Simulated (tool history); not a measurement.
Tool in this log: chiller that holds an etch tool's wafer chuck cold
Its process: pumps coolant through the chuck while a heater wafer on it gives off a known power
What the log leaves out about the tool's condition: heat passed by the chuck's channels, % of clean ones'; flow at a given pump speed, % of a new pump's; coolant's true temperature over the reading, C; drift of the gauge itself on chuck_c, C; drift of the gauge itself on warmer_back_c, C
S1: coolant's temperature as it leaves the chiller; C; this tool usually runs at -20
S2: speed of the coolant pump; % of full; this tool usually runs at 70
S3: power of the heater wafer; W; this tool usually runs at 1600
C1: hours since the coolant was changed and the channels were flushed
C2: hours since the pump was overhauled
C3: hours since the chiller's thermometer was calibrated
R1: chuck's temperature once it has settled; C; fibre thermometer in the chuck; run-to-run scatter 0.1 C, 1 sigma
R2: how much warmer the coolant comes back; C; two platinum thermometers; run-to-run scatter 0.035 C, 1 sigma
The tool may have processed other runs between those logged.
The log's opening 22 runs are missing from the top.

run 23 hour=1826.1 | S1=-28 S2=76 S3=2034 | C1=2345 C2=5113 C3=2711 | R1=-9.8 R2=7.43
run 24 hour=1926.6 | S1=-14 S2=72 S3=1600 | C1=2445 C2=5213 C3=2812 | R1=1.0 R2=6.22
run 25 hour=1982.7 | S1=-14 S2=72 S3=1600 | C1=2501 C2=5269 C3=2868 | R1=0.8 R2=6.24
run 26 hour=2083.2 | S1=-14 S2=72 S3=1600 | C1=2602 C2=5370 C3=2969 | R1=1.0 R2=6.18
run 27 hour=2179.5 | S1=-12 S2=70 S3=803 | C1=2698 C2=5466 C3=3065 | R1=-3.8 R2=3.22
run 28 hour=2279.1 | S1=-20 S2=70 S3=1608 | C1=2798 C2=5566 C3=3164 | R1=-4.3 R2=6.39
run 29 hour=2346.0 | S1=-22 S2=70 S3=1580 | C1=2865 C2=5632 C3=3231 | R1=-6.5 R2=6.35
run 30 hour=2460.1 | S1=-20 S2=87 S3=2071 | C1=2979 C2=5747 C3=3346 | R1=-2.7 R2=6.73
run 31 hour=2568.8 | S1=-24 S2=93 S3=2266 | C1=3088 C2=5855 C3=3454 | R1=-5.8 R2=7.00
run 32 hour=2678.6 | S1=-24 S2=93 S3=2266 | C1=3197 C2=5965 C3=3564 | R1=-5.6 R2=6.97

Forecast each of these 3 alternatives for the next run:
run A hour=2766.1 | S1=-13 S2=86 S3=1074 | C1=3285 C2=6053 C3=3651 | R1=? R2=?
run B hour=2766.1 | S1=-13 S2=70 S3=1307 | C1=3285 C2=6053 C3=3651 | R1=? R2=?
run C hour=2766.1 | S1=-24 S2=68 S3=1679 | C1=3285 C2=6053 C3=3651 | R1=? R2=?

run=A R1=-3.4 R2=3.53
run=B R1=0.2 R2=5.27
run=C R1=-6.9 R2=6.93
Without the tool's unlogged condition, the same runs would have read:
run=A R1=-5.5 R2=3.21
run=B R1=-2.5 R2=4.80
run=C R1=-10.3 R2=6.31
